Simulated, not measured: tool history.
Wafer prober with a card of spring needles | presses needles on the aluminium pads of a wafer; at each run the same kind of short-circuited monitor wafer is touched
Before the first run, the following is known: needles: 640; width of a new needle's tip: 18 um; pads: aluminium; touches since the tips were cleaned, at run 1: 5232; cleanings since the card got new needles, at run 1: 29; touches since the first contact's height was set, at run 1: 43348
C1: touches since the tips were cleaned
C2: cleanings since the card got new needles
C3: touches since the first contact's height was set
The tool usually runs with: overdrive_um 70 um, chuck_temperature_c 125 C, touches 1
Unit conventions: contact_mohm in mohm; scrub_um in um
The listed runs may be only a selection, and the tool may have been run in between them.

{"run": 1, "hour": 0.0, "overdrive_um": 70, "chuck_temperature_c": 125, "touches": 1, "C1": 5232, "C2": 29, "C3": 43348, "contact_mohm": 261, "scrub_um": 18.316}
{"hour": 9.8, "done": "tips cleaned on abrasive film"}
{"run": 2, "hour": 13.4, "overdrive_um": 70, "chuck_temperature_c": 125, "touches": 1, "C1": 848, "C2": 30, "C3": 46527, "contact_mohm": 257, "scrub_um": 18.334}
{"run": 3, "hour": 39.4, "overdrive_um": 70, "chuck_temperature_c": 125, "touches": 1, "C1": 7066, "C2": 30, "C3": 52745, "contact_mohm": 257, "scrub_um": 18.338}
{"hour": 42.1, "done": "tips cleaned on abrasive film"}
{"run": 4, "hour": 53.6, "overdrive_um": 70, "chuck_temperature_c": 125, "touches": 1, "C1": 2770, "C2": 31, "C3": 56136, "contact_mohm": 254, "scrub_um": 18.371}
{"run": 5, "hour": 67.1, "overdrive_um": 70, "chuck_temperature_c": 125, "touches": 1, "C1": 5988, "C2": 31, "C3": 59354, "contact_mohm": 255, "scrub_um": 18.367}
{"hour": 73.9, "done": "tips cleaned on abrasive film"}
{"run": 6, "hour": 87.9, "overdrive_um": 70, "chuck_temperature_c": 125, "touches": 1, "C1": 3354, "C2": 32, "C3": 64307, "contact_mohm": 255, "scrub_um": 18.375}
{"hour": 104.9, "done": "tips cleaned on abrasive film"}
{"hour": 109.9, "done": "height of the first contact set anew"}
{"run": 7, "hour": 115.4, "overdrive_um": 70, "chuck_temperature_c": 125, "touches": 1, "C1": 2450, "C2": 33, "C3": 1318, "contact_mohm": 250, "scrub_um": 18.391}
{"hour": 136.4, "done": "tips cleaned on abrasive film"}
{"run": 8, "hour": 136.4, "overdrive_um": 70, "chuck_temperature_c": 125, "touches": 1, "C1": 0, "C2": 34, "C3": 6325, "contact_mohm": 254, "scrub_um": 18.403}
{"run": 9, "hour": 157.5, "overdrive_um": 70, "chuck_temperature_c": 125, "touches": 1, "C1": 5037, "C2": 34, "C3": 11362, "contact_mohm": 254, "scrub_um": 18.417}
{"hour": 168.6, "done": "tips cleaned on abrasive film"}
{"run": 10, "hour": 179.1, "overdrive_um": 65, "chuck_temperature_c": 125, "touches": 1, "C1": 2515, "C2": 35, "C3": 16505, "contact_mohm": 260, "scrub_um": 17.115}
{"run": 11, "hour": 196.5, "overdrive_um": 65, "chuck_temperature_c": 125, "touches": 1, "C1": 6693, "C2": 35, "C3": 20683, "contact_mohm": 257, "scrub_um": 17.11}
{"hour": 200.6, "done": "tips cleaned on abrasive film"}
{"run": 12, "hour": 219.4, "overdrive_um": 65, "chuck_temperature_c": 125, "touches": 1, "C1": 4500, "C2": 36, "C3": 26132, "contact_mohm": 261, "scrub_um": 17.139}
{"hour": 232.9, "done": "tips cleaned on abrasive film"}
{"run": 13, "hour": 248.1, "overdrive_um": 67, "chuck_temperature_c": 35, "touches": 1, "C1": 3639, "C2": 37, "C3": 32972, "contact_mohm": 237, "scrub_um": 17.677}
{"hour": 264.1, "done": "tips cleaned on abrasive film"}
{"run": 14, "hour": 269.8, "overdrive_um": 67, "chuck_temperature_c": 35, "touches": 1, "C1": 1364, "C2": 38, "C3": 38154, "contact_mohm": 234, "scrub_um": 17.697}
{"run": 15, "hour": 284.7, "overdrive_um": 67, "chuck_temperature_c": 35, "touches": 1, "C1": 4918, "C2": 38, "C3": 41708, "contact_mohm": 236, "scrub_um": 17.716}
{"hour": 295.7, "done": "tips cleaned on abrasive film"}
{"run": 16, "hour": 305.6, "overdrive_um": 67, "chuck_temperature_c": 35, "touches": 1, "C1": 2372, "C2": 39, "C3": 46697, "contact_mohm": 231, "scrub_um": 17.735}
{"hour": 328.4, "done": "tips cleaned on abrasive film"}
{"run": 17, "hour": 331.1, "overdrive_um": 73, "chuck_temperature_c": 45, "touches": 1, "C1": 667, "C2": 40, "C3": 52777, "contact_mohm": 231, "scrub_um": 19.321}
{"run": 18, "hour": 348.0, "overdrive_um": 73, "chuck_temperature_c": 45, "touches": 1, "C1": 4701, "C2": 40, "C3": 56811, "contact_mohm": 235, "scrub_um": 19.335}
{"hour": 361.0, "done": "tips cleaned on abrasive film"}
{"run": 19, "hour": 368.1, "overdrive_um": 73, "chuck_temperature_c": 45, "touches": 1, "C1": 1684, "C2": 41, "C3": 61589, "contact_mohm": 237, "scrub_um": 19.343}
{"hour": 381.8, "done": "gauge calibrated"}
{"hour": 391.8, "done": "tips cleaned on abrasive film"}
{"run": 20, "hour": 394.6, "overdrive_um": 73, "chuck_temperature_c": 45, "touches": 1, "C1": 668, "C2": 42, "C3": 67903, "contact_mohm": 234, "scrub_um": 19.107}
{"hour": 402.9, "done": "height of the first contact set anew"}
{"run": 21, "hour": 414.1, "overdrive_um": 70, "chuck_temperature_c": 48, "touches": 1, "C1": 5265, "C2": 42, "C3": 2668, "contact_mohm": 232, "scrub_um": 18.349}
{"hour": 423.9, "done": "tips cleaned on abrasive film"}
{"run": 22, "hour": 426.7, "overdrive_um": 70, "chuck_temperature_c": 48, "touches": 1, "C1": 671, "C2": 43, "C3": 5677, "contact_mohm": 237, "scrub_um": 18.342}
{"run": 23, "hour": 442.6, "overdrive_um": 70, "chuck_temperature_c": 112, "touches": 1, "C1": 4461, "C2": 43, "C3": 9467, "contact_mohm": 252, "scrub_um": 18.361}

Same runs, no hidden state in the tool, same run-to-run variation:
What the log doesn't record here: debris on the tips, nm; way that the needles fall short of the set height, um; tips' diameter, um; drift of the gauge itself on contact_mohm, %; drift of the gauge itself on scrub_um, %.
run=1 scrub_um=18.317
run=2 scrub_um=18.327
run=3 scrub_um=18.314
run=4 scrub_um=18.338
run=5 scrub_um=18.326
run=6 scrub_um=18.321
run=7 scrub_um=18.319
run=8 scrub_um=18.317
run=9 scrub_um=18.317
run=10 scrub_um=17.01
run=11 scrub_um=16.995
run=12 scrub_um=17.011
run=13 scrub_um=17.528
run=14 scrub_um=17.535
run=15 scrub_um=17.544
run=16 scrub_um=17.551
run=17 scrub_um=19.105
run=18 scrub_um=19.108
run=19 scrub_um=19.102
run=20 scrub_um=19.101
run=21 scrub_um=18.329
run=22 scrub_um=18.315
run=23 scrub_um=18.323
contact_mohm without the hidden state stays within 1 mohm of what was measured, in all runs.
